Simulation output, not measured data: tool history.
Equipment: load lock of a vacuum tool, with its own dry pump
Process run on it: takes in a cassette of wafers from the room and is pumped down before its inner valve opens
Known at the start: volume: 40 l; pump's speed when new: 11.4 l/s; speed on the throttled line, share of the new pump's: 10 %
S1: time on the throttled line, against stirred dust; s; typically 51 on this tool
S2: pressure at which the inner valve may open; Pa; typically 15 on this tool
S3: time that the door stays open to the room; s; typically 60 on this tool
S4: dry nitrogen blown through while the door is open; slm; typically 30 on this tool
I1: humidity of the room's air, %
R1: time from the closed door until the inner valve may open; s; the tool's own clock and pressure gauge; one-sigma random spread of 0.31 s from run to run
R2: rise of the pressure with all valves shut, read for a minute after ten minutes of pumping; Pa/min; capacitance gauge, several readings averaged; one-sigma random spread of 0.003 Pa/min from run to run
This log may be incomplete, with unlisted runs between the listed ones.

run 1 hour=0 | S1=51 S2=15 S3=60 S4=30 | I1=44.4 | R1=77.8 R2=0.69
run 2 hour=431.7 | S1=51 S2=15 S3=60 S4=30 | I1=46.8 | R1=77.6 R2=0.755
-- hour=577.6 door's seal changed, seat wiped
run 3 hour=968 | S1=51 S2=28 S3=60 S4=30 | I1=43.6 | R1=76.6 R2=0.045
run 4 hour=1426.8 | S1=51 S2=28 S3=60 S4=30 | I1=42.3 | R1=76 R2=0.075
run 5 hour=1765 | S1=51 S2=15 S3=60 S4=30 | I1=44.5 | R1=79.1 R2=0.091
run 6 hour=2290.6 | S1=51 S2=15 S3=60 S4=30 | I1=43.3 | R1=79.2 R2=0.118
run 7 hour=2926.2 | S1=51 S2=15 S3=60 S4=30 | I1=46.1 | R1=79.2 R2=0.175
run 8 hour=3500.6 | S1=51 S2=15 S3=60 S4=24 | I1=44.2 | R1=79.6 R2=0.236
run 9 hour=3970.2 | S1=51 S2=15 S3=60 S4=24 | I1=47.6 | R1=79.6 R2=0.283
run 10 hour=4509.3 | S1=51 S2=15 S3=60 S4=24 | I1=44.6 | R1=79.9 R2=0.341
run 11 hour=4813.6 | S1=51 S2=15 S3=60 S4=24 | I1=43.5 | R1=80.5 R2=0.385
run 12 hour=5178.8 | S1=51 S2=15 S3=60 S4=24 | I1=45.6 | R1=81.2 R2=0.432
run 13 hour=5522.6 | S1=51 S2=15 S3=60 S4=24 | I1=45.2 | R1=80 R2=0.486
run 14 hour=5960.7 | S1=51 S2=15 S3=60 S4=24 | I1=43.3 | R1=80.7 R2=0.549
run 15 hour=6281.5 | S1=51 S2=15 S3=60 S4=24 | I1=49 | R1=81.1 R2=0.601
run 16 hour=6575.6 | S1=51 S2=15 S3=27 S4=24 | I1=48.3 | R1=80.8 R2=0.634
run 17 hour=7090.1 | S1=51 S2=15 S3=27 S4=24 | I1=44.2 | R1=81.8 R2=0.714
-- hour=7161.8 door's seal changed, seat wiped
-- hour=7302.6 dry pump taken out, an overhauled one fitted
run 18 hour=7658 | S1=51 S2=19 S3=60 S4=30 | I1=41.8 | R1=75.6 R2=0.045
run 19 hour=8314.7 | S1=40 S2=14 S3=60 S4=7 | I1=43.2 | R1=67.4 R2=0.107
run 20 hour=8625.1 | S1=34 S2=14 S3=60 S4=7 | I1=46.2 | R1=62.4 R2=0.122
run 21 hour=9163 | S1=34 S2=14 S3=60 S4=7 | I1=46.9 | R1=62.5 R2=0.154
run 22 hour=9546.7 | S1=34 S2=14 S3=60 S4=7 | I1=43.8 | R1=62.1 R2=0.183
run 23 hour=9896.4 | S1=63 S2=10 S3=97 S4=12 | I1=45.1 | R1=89.8 R2=0.23
run 24 hour=10162.6 | S1=63 S2=10 S3=97 S4=12 | I1=44.5 | R1=90.4 R2=0.243
run 25 hour=10435.3 | S1=74 S2=15 S3=60 S4=39 | I1=47.2 | R1=97.8 R2=0.242
run 26 hour=11090.1 | S1=32 S2=15 S3=166 S4=30 | I1=47.2 | R1=61.3 R2=0.342
run 27 hour=11471.8 | S1=32 S2=15 S3=166 S4=30 | I1=46.4 | R1=61.2 R2=0.4
run 28 hour=11749.8 | S1=32 S2=16 S3=166 S4=30 | I1=46.6 | R1=61.6 R2=0.425
run 29 hour=12376.8 | S1=32 S2=16 S3=166 S4=30 | I1=45.4 | R1=61.8 R2=0.511
run 30 hour=12909.7 | S1=32 S2=16 S3=166 S4=30 | I1=42.3 | R1=62.4 R2=0.591
run 31 hour=13202.5 | S1=32 S2=16 S3=166 S4=30 | I1=43.9 | R1=62.3 R2=0.643
-- hour=13766.5 door's seal changed, seat wiped
run 32 hour=13780 | S1=50 S2=17 S3=166 S4=30 | I1=46.9 | R1=77.9 R2=0.066
run 33 hour=14394.5 | S1=51 S2=19 S3=112 S4=30 | I1=42.5 | R1=78.6 R2=0.071
run 34 hour=14707.2 | S1=51 S2=23 S3=112 S4=30 | I1=48.1 | R1=78.2 R2=0.098
run 35 hour=15344.2 | S1=51 S2=23 S3=112 S4=30 | I1=45.5 | R1=79.2 R2=0.128
run 36 hour=15831.9 | S1=51 S2=23 S3=112 S4=30 | I1=40.6 | R1=79.1 R2=0.16

Predict each of these 4 candidate next runs independently; none follows another, all start after run 36:
run A hour=16445.5 | S1=51 S2=29 S3=156 S4=30 | I1=44.1 | R1=? R2=?
run B hour=16445.5 | S1=97 S2=28 S3=112 S4=30 | I1=44.3 | R1=? R2=?
run C hour=16445.5 | S1=71 S2=23 S3=208 S4=32 | I1=39.8 | R1=? R2=?
run D hour=16445.5 | S1=51 S2=22 S3=82 S4=21 | I1=48.1 | R1=? R2=?

run=A R1=78.6 R2=0.229
run=B R1=118.9 R2=0.213
run=C R1=96.3 R2=0.234
run=D R1=79.3 R2=0.22
Stripped of hidden state, with their random variation kept, the same runs would have yielded:
run=A R1=74.7 R2=0.062
run=B R1=115.8 R2=0.047
run=C R1=92.7 R2=0.064
run=D R1=75.2 R2=0.054
